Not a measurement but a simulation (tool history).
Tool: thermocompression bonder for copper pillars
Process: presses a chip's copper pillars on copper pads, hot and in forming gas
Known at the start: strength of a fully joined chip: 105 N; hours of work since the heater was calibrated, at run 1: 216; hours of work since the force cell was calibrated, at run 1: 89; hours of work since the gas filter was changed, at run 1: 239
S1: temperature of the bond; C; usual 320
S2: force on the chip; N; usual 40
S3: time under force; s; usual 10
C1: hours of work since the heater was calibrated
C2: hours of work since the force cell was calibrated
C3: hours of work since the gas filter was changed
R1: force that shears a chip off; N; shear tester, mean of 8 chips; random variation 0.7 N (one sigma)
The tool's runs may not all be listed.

run 1 hour=0 | S1=320 S2=40 S3=10 | C1=216 C2=89 C3=239 | R1=71.5
run 2 hour=5.6 | S1=320 S2=40 S3=10 | C1=219 C2=93 C3=242 | R1=71.5
run 3 hour=14.1 | S1=320 S2=40 S3=10 | C1=224 C2=98 C3=247 | R1=72.9
run 4 hour=19.1 | S1=320 S2=40 S3=10 | C1=227 C2=101 C3=250 | R1=72.6
run 5 hour=25.7 | S1=320 S2=40 S3=10 | C1=231 C2=104 C3=254 | R1=72.5
run 6 hour=30.2 | S1=320 S2=40 S3=10 | C1=233 C2=107 C3=257 | R1=71
run 7 hour=34.5 | S1=320 S2=40 S3=10 | C1=236 C2=110 C3=259 | R1=72
run 8 hour=39.5 | S1=299 S2=40 S3=10 | C1=239 C2=112 C3=262 | R1=62.8
run 9 hour=46.9 | S1=314 S2=40 S3=10 | C1=243 C2=117 C3=267 | R1=68.7
run 10 hour=50.8 | S1=314 S2=40 S3=10 | C1=245 C2=119 C3=269 | R1=69.4
run 11 hour=56.8 | S1=320 S2=40 S3=10 | C1=249 C2=123 C3=272 | R1=71.7
run 12 hour=66 | S1=320 S2=40 S3=10 | C1=254 C2=128 C3=278 | R1=71
run 13 hour=69.8 | S1=320 S2=40 S3=10 | C1=257 C2=130 C3=280 | R1=73
run 14 hour=76.7 | S1=320 S2=40 S3=10 | C1=261 C2=134 C3=284 | R1=72.5
run 15 hour=82.4 | S1=337 S2=33 S3=12 | C1=264 C2=138 C3=287 | R1=79.7
run 16 hour=86.7 | S1=337 S2=33 S3=12 | C1=266 C2=140 C3=290 | R1=77.3
run 17 hour=94.2 | S1=337 S2=33 S3=12 | C1=271 C2=145 C3=294 | R1=78.2
run 18 hour=102.2 | S1=337 S2=33 S3=12 | C1=276 C2=149 C3=299 | R1=76.6
run 19 hour=105.9 | S1=337 S2=49 S3=12 | C1=278 C2=152 C3=301 | R1=87.4

Forecast run 20:
run 20 hour=111.6 | S1=337 S2=49 S3=12 | C1=281 C2=155 C3=305 | R1=?

Run 20 gave R1 86.7 N.
Without the tool's hidden state the same run would have given R1 87 N.

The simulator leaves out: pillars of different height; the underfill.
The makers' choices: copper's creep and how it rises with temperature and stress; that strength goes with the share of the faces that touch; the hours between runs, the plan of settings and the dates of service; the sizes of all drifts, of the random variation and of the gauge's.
